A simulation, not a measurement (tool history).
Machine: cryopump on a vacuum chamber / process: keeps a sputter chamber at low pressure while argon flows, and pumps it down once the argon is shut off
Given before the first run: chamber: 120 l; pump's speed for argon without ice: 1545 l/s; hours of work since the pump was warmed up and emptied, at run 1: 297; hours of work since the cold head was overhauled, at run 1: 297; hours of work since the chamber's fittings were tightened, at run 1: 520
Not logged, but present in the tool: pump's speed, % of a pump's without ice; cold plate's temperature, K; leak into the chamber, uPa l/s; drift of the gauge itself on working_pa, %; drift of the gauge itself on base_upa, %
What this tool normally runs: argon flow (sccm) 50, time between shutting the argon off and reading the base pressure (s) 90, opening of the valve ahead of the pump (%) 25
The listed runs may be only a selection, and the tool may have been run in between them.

run     day  argon flow (sccm)  time between shutting the argon off and reading the base pressure (s)  opening of the valve ahead of the pump (%)  hours of work since the pump was warmed up and emptied  hours of work since the cold head was overhauled  hours of work since the chamber's fittings were tightened  pressure while argon flows (Pa)  pressure after the wait (uPa)
  1   0.000                 50                                                                     90                                          25                                                     297                                               297                                                        520                           0.2224                           1.05
  2   1.308                 50                                                                     90                                          52                                                     314                                               314                                                        537                           0.1083                           1.06
  3   2.696                 50                                                                     90                                          52                                                     332                                               332                                                        554                           0.1096                           1.05
  4   3.804                 50                                                                     90                                          52                                                     346                                               346                                                        569                           0.1093                           1.06
  5   4.804                 50                                                                     90                                          32                                                     359                                               359                                                        581                           0.1761                           1.13
  6   6.221                 92                                                                     90                                          32                                                     377                                               377                                                        600                           0.3226                           1.08
  7   7.892                 50                                                                     98                                          25                                                     398                                               398                                                        621                           0.2224                           1.06
  8   9.058                 50                                                                     90                                          25                                                     413                                               413                                                        636                           0.2246                           1.09
  9  11.083                 50                                                                     90                                          39                                                     439                                               439                                                        662                           0.1458                           1.10
 10  12.600                 50                                                                     71                                          25                                                     459                                               459                                                        681                           0.2242                           1.29
 11  14.662                 36                                                                     71                                          25                                                     485                                               485                                                        708                           0.1625                           1.32
 12  16.192                 36                                                                     71                                          36                                                     505                                               505                                                        727                           0.1131                           1.30
 13  18.288                 36                                                                     71                                          57                                                     532                                               532                                                        754                           0.0737                           1.32
 14  19.975                 36                                                                     71                                          57                                                     553                                               553                                                        776                           0.0740                           1.36
 15  21.329                 36                                                                     71                                          57                                                     571                                               571                                                        793                           0.0737                           1.36
 16  23.050                 50                                                                    116                                          24                                                     593                                               593                                                        815                           0.2350                           0.95
 17  24.050                 50                                                                    116                                          24                                                     606                                               606                                                        828                           0.2364                           1.00
 18  25.567                 50                                                                    116                                          24                                                     625                                               625                                                        848                           0.2374                           0.95
 19  26.658                 68                                                                    162                                          18                                                     639                                               639                                                        862                           0.4270                           0.80
 20  28.325                 37                                                                     40                                          25                                                     660                                               660                                                        883                           0.1685                           2.16
 21  30.158                 66                                                                    250                                          25                                                     684                                               684                                                        907                           0.3010                           0.66
 22  31.888                 39                                                                     42                                          29                                                     706                                               706                                                        929                           0.1549                           2.10
 23  33.808                 25                                                                     24                                          18                                                     731                                               731                                                        954                           0.1562                           3.27
 24  35.017                 91                                                                     53                                          25                                                     746                                               746                                                        969                           0.4187                           1.75
 25  36.012                 79                                                                     43                                          53                                                     759                                               759                                                        982                           0.1805                           2.03
 26  37.712                 79                                                                     43                                          53                                                     781                                               781                                                       1004                           0.1802                           2.00
 27  38.700                 79                                                                     43                                          53                                                     793                                               793                                                       1016                           0.1795                           2.02
 28  40.188                 28                                                                     62                                          41                                                     813                                               813                                                       1035                           0.0810                           1.55

What would each run have given without the hidden state, its run-to-run variation left as it was?
run  pressure while argon flows (Pa)  pressure after the wait (uPa)
  1                           0.2184                           0.94
  2                           0.1042                           0.95
  3                           0.1052                           0.94
  4                           0.1048                           0.95
  5                           0.1714                           1.01
  6                           0.3137                           0.96
  7                           0.2172                           0.93
  8                           0.2192                           0.95
  9                           0.1401                           0.96
 10                           0.2182                           1.15
 11                           0.1579                           1.17
 12                           0.1084                           1.15
 13                           0.0687                           1.15
 14                           0.0688                           1.19
 15                           0.0683                           1.18
 16                           0.2272                           0.78
 17                           0.2284                           0.82
 18                           0.2291                           0.76
 19                           0.4155                           0.61
 20                           0.1620                           1.96
 21                           0.2890                           0.46
 22                           0.1476                           1.89
 23                           0.1513                           3.05
 24                           0.4004                           1.53
 25                           0.1643                           1.81
 26                           0.1636                           1.77
 27                           0.1625                           1.79
 28                           0.0749                           1.31
